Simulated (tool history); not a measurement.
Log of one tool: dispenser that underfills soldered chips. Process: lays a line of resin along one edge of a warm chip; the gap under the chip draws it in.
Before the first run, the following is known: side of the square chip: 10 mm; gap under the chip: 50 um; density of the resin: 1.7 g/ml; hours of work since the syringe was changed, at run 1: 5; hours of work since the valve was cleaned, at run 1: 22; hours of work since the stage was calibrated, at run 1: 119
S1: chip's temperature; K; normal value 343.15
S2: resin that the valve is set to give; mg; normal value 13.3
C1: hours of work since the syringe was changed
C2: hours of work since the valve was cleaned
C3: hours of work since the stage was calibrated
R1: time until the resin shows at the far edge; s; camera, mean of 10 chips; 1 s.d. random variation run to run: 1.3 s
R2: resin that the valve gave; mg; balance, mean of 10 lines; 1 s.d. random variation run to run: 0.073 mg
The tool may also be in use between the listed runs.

Run 1, hour 0.0: usual settings; C1 5; C2 22; C3 119. Result: R1 160.6 s, R2 13.08 mg.
Run 2, hour 5.8: usual settings; C1 10; C2 27; C3 123. Result: R1 188.7 s, R2 13.07 mg.
At hour 7.9: new syringe of resin.
Run 3, hour 11.0: usual settings but S2 15.1 mg; C1 2; C2 31; C3 127. Result: R1 139.0 s, R2 14.67 mg.
Run 4, hour 15.8: usual settings but S2 15.1 mg; C1 6; C2 35; C3 131. Result: R1 162.5 s, R2 14.50 mg.
Run 5, hour 21.3: usual settings but S2 15.1 mg; C1 11; C2 39; C3 135. Result: R1 193.2 s, R2 14.36 mg.
At hour 22.8: new syringe of resin.
Run 6, hour 28.1: usual settings but S1 348.15 K, S2 15.1 mg; C1 4; C2 44; C3 140. Result: R1 116.7 s, R2 14.55 mg.
Run 7, hour 32.2: usual settings but S1 341.15 K; C1 7; C2 47; C3 144. Result: R1 187.8 s, R2 12.64 mg.
At hour 37.6: new syringe of resin.
Run 8, hour 38.6: usual settings but S1 341.15 K; C1 1; C2 52; C3 149. Result: R1 136.9 s, R2 12.64 mg.
Run 9, hour 43.2: usual settings but S1 351.15 K, S2 12.0 mg; C1 4; C2 56; C3 152. Result: R1 107.5 s, R2 11.38 mg.
Run 10, hour 46.5: usual settings but S1 351.15 K, S2 12.0 mg; C1 7; C2 59; C3 155. Result: R1 120.1 s, R2 11.16 mg.
Run 11, hour 50.9: usual settings but S2 11.7 mg; C1 11; C2 62; C3 158. Result: R1 194.8 s, R2 11.08 mg.
At hour 52.5: new syringe of resin.
At hour 56.1: dispensing valve cleaned and set on the balance.
Run 12, hour 56.8: usual settings but S2 11.7 mg; C1 3; C2 1; C3 162. Result: R1 147.5 s, R2 11.65 mg.

Predict the results of run 13:
Run 13, hour 59.6: usual settings but S2 14.4 mg; C1 5; C2 3; C3 164. Result: R1 ?, R2 ?.

Run 13 produced R1 152.0 s, R2 14.33 mg.
Without the tool's hidden state the same run would have given R1 126.0 s, R2 14.41 mg.
